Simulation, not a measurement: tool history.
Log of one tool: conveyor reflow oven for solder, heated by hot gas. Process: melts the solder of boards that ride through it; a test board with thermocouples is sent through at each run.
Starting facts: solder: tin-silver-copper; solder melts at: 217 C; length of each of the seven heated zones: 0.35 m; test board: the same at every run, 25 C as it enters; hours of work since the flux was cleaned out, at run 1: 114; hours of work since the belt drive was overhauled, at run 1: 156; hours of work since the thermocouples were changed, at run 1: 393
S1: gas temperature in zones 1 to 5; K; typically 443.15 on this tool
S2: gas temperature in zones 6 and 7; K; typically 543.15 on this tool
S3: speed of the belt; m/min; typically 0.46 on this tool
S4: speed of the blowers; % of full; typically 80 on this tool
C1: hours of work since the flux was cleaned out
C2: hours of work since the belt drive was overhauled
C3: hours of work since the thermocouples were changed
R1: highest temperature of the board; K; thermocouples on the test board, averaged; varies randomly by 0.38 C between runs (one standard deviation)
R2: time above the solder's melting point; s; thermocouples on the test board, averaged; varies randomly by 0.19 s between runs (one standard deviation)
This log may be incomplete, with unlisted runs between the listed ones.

run 1 hour=0 | S1=443.15 S2=543.15 S3=0.46 S4=80 | C1=114 C2=156 C3=393 | R1=527.85 R2=69.8
run 2 hour=15.5 | S1=443.15 S2=543.15 S3=0.46 S4=80 | C1=124 C2=165 C3=402 | R1=527.35 R2=69.6
run 3 hour=28.6 | S1=443.15 S2=543.15 S3=0.46 S4=80 | C1=131 C2=173 C3=410 | R1=527.55 R2=69.5
run 4 hour=41.1 | S1=443.15 S2=535.15 S3=0.46 S4=80 | C1=139 C2=180 C3=417 | R1=520.45 R2=63.7
run 5 hour=52 | S1=443.15 S2=543.15 S3=0.46 S4=80 | C1=145 C2=187 C3=424 | R1=527.25 R2=69.2
run 6 hour=66.4 | S1=443.15 S2=543.15 S3=0.419 S4=80 | C1=154 C2=195 C3=432 | R1=530.25 R2=78.9
run 7 hour=75.8 | S1=443.15 S2=543.15 S3=0.46 S4=65 | C1=159 C2=201 C3=438 | R1=524.85 R2=66.2
-- hour=82.4 flux residue cleaned out of gas plates and filters
run 8 hour=91.6 | S1=443.15 S2=543.15 S3=0.46 S4=65 | C1=5 C2=207 C3=444 | R1=523.95 R2=65.2
run 9 hour=103.1 | S1=443.15 S2=543.15 S3=0.46 S4=80 | C1=12 C2=214 C3=451 | R1=526.65 R2=68.3
run 10 hour=118.1 | S1=443.15 S2=543.15 S3=0.46 S4=80 | C1=21 C2=223 C3=460 | R1=527.15 R2=68.5
run 11 hour=125.6 | S1=443.15 S2=543.15 S3=0.46 S4=80 | C1=26 C2=227 C3=464 | R1=525.95 R2=68
run 12 hour=141.6 | S1=430.15 S2=543.15 S3=0.417 S4=80 | C1=35 C2=236 C3=474 | R1=527.25 R2=71.7
-- hour=148.7 flux residue cleaned out of gas plates and filters, once more
run 13 hour=154.2 | S1=430.15 S2=543.15 S3=0.417 S4=80 | C1=3 C2=241 C3=478 | R1=529.65 R2=74.6
run 14 hour=165.4 | S1=458.15 S2=543.15 S3=0.456 S4=80 | C1=10 C2=248 C3=485 | R1=530.55 R2=79.3
run 15 hour=178.9 | S1=449.15 S2=539.15 S3=0.456 S4=68 | C1=18 C2=256 C3=493 | R1=523.95 R2=69.6
run 16 hour=196.5 | S1=446.15 S2=543.15 S3=0.46 S4=73 | C1=28 C2=266 C3=503 | R1=527.75 R2=71
run 17 hour=205.6 | S1=454.15 S2=533.15 S3=0.44 S4=73 | C1=34 C2=271 C3=509 | R1=520.65 R2=72.7
run 18 hour=217.7 | S1=439.15 S2=533.15 S3=0.44 S4=52 | C1=41 C2=278 C3=516 | R1=513.95 R2=56.7
run 19 hour=234.3 | S1=439.15 S2=533.15 S3=0.44 S4=52 | C1=51 C2=288 C3=526 | R1=514.25 R2=56.7
run 20 hour=248.5 | S1=439.15 S2=533.15 S3=0.44 S4=52 | C1=59 C2=297 C3=534 | R1=514.15 R2=56.7
run 21 hour=264.1 | S1=439.15 S2=533.15 S3=0.44 S4=52 | C1=68 C2=306 C3=543 | R1=514.25 R2=56.4
run 22 hour=277.5 | S1=432.15 S2=533.15 S3=0.44 S4=70 | C1=76 C2=314 C3=551 | R1=516.75 R2=58.5

Pick out some run-to-run changes in R1. Of each, how much would a tool without hidden state show as well, from the settings, what came in and chance, and how much is left for the hidden state and any gauge scatter not in both results compared?
The hidden state here: heat that the gas passes to the board, % of a clean oven's; belt's true speed, % of the reading; true gas temperature in zones 6 and 7 over the reading, C; drift of the gauge itself on peak_c, C; drift of the gauge itself on liquid_s, %.
Run 3 -> 4: S2 543.15 -> 535.15. R1 -7.1 K: hidden state +0, all else -7.1.
Run 7 -> 8: flux residue cleaned out of gas plates and filters. R1 -0.9 K: hidden state -0.9, all else +0.
Run 12 -> 13: flux residue cleaned out of gas plates and filters, once more. R1 +2.4 K: hidden state +2.2, all else +0.2.
Run 16 -> 17: S1 446.15 -> 454.15, S2 543.15 -> 533.15, S3 0.46 -> 0.44. R1 -7.1 K: hidden state -0.1, all else -7.
